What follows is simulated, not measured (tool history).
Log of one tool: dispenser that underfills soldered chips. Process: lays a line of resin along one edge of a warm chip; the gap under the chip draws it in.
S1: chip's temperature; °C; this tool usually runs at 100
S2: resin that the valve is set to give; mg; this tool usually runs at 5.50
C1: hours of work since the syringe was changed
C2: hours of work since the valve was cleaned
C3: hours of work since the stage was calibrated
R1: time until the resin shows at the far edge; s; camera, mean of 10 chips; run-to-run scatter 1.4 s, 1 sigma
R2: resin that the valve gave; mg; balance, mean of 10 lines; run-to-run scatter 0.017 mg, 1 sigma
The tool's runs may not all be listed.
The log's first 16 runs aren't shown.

| run | hour | S1 | S2 | C1 | C2 | C3 | R1 | R2 |
|---|---|---|---|---|---|---|---|---|
|  | 129.0 | new syringe of resin |
| 17 | 136.3 | 100 | 5.69 | 5 | 36 | 336 | 170.4 | 5.55 |
| 18 | 142.1 | 100 | 5.66 | 8 | 39 | 339 | 192.9 | 5.53 |
|  | 145.8 | new syringe of resin |
| 19 | 152.8 | 100 | 6.56 | 4 | 46 | 346 | 166.0 | 6.36 |
|  | 161.9 | new syringe of resin |
| 20 | 161.9 | 100 | 6.56 | 0 | 51 | 351 | 143.5 | 6.35 |
| 21 | 168.2 | 112 | 6.60 | 4 | 55 | 355 | 103.6 | 6.32 |
|  | 175.2 | dispensing valve cleaned and set on the balance |
| 22 | 177.3 | 114 | 5.57 | 9 | 1 | 360 | 117.1 | 5.58 |
|  | 179.0 | new syringe of resin |
| 23 | 184.1 | 86 | 6.81 | 3 | 5 | 364 | 290.4 | 6.79 |
| 24 | 192.0 | 111 | 6.28 | 8 | 10 | 369 | 126.0 | 6.25 |

What does the tool deliver on the next run?
|  | 195.1 | new syringe of resin |
| 25 | 201.9 | 108 | 4.90 | 4 | 16 | 375 | ? | ? |

{"run 25": {"R1": 127.0, "R2": 4.85}}
If the tool had no hidden condition, the same run with the same run-to-run variation would have returned R1 102.9 s, R2 4.90 mg.

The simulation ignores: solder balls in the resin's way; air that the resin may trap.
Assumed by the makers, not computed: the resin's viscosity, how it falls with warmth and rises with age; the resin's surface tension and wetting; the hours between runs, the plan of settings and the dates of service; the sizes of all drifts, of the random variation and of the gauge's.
